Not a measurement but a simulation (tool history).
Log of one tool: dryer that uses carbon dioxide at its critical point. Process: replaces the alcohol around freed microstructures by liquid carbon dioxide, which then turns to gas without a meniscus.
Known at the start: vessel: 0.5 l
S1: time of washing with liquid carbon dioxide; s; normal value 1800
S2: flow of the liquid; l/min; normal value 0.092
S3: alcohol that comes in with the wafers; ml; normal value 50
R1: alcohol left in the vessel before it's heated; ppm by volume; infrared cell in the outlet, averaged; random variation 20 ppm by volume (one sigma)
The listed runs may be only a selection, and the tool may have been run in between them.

Run 1, hour 0: usual settings. Result: R1 1330 ppm by volume.
Run 2, hour 55.7: usual settings but S1 1620 s. Result: R1 2167 ppm by volume.
Run 3, hour 99.6: usual settings but S1 1620 s. Result: R1 2199 ppm by volume.
Run 4, hour 136.2: usual settings but S1 1620 s. Result: R1 2259 ppm by volume.
Run 5, hour 171.8: usual settings. Result: R1 1576 ppm by volume.
Run 6, hour 207: usual settings but S2 0.1198 l/min. Result: R1 444 ppm by volume.
Run 7, hour 264.3: usual settings but S2 0.0741 l/min. Result: R1 3987 ppm by volume.
Run 8, hour 305.5: usual settings but S2 0.1228 l/min. Result: R1 440 ppm by volume.
Run 9, hour 339.5: usual settings but S2 0.1228 l/min. Result: R1 449 ppm by volume.
Run 10, hour 404.3: usual settings but S1 1140 s, S2 0.0561 l/min, S3 47 ml. Result: R1 21743 ppm by volume.
Run 11, hour 442.3: usual settings but S1 2340 s, S2 0.0826 l/min, S3 72 ml. Result: R1 1565 ppm by volume.
Run 12, hour 494.9: usual settings but S1 1080 s, S2 0.1164 l/min, S3 72 ml. Result: R1 7139 ppm by volume.
Run 13, hour 547.5: usual settings but S1 2760 s, S2 0.0557 l/min. Result: R1 2080 ppm by volume.
Run 14, hour 616.3: usual settings but S1 2760 s, S2 0.0557 l/min. Result: R1 2189 ppm by volume.
Run 15, hour 670.3: usual settings but S3 80 ml. Result: R1 2298 ppm by volume.
Run 16, hour 710.5: usual settings but S1 2160 s, S2 0.0759 l/min. Result: R1 1681 ppm by volume.
Run 17, hour 779.8: usual settings but S1 2160 s, S2 0.0759 l/min. Result: R1 1819 ppm by volume.
Run 18, hour 849.9: usual settings but S1 2160 s, S2 0.0759 l/min. Result: R1 1899 ppm by volume.

Not shown here: 1 entry made in the log between runs. Locate each between two listed runs and compare the hidden state at the listed run before it with the hidden state at the listed run after it:
In the gap between runs 12 and 13: inlet filter changed (hour 537.9)
  flow that reaches the vessel past the clogged filter, %: 89.5 -> 99.8; alcohol in the recycled carbon dioxide, ppm: 46.2 -> 50.4
  what was measured, less what the result would be without the hidden state, R1: +2140 -> +61 ppm by volume

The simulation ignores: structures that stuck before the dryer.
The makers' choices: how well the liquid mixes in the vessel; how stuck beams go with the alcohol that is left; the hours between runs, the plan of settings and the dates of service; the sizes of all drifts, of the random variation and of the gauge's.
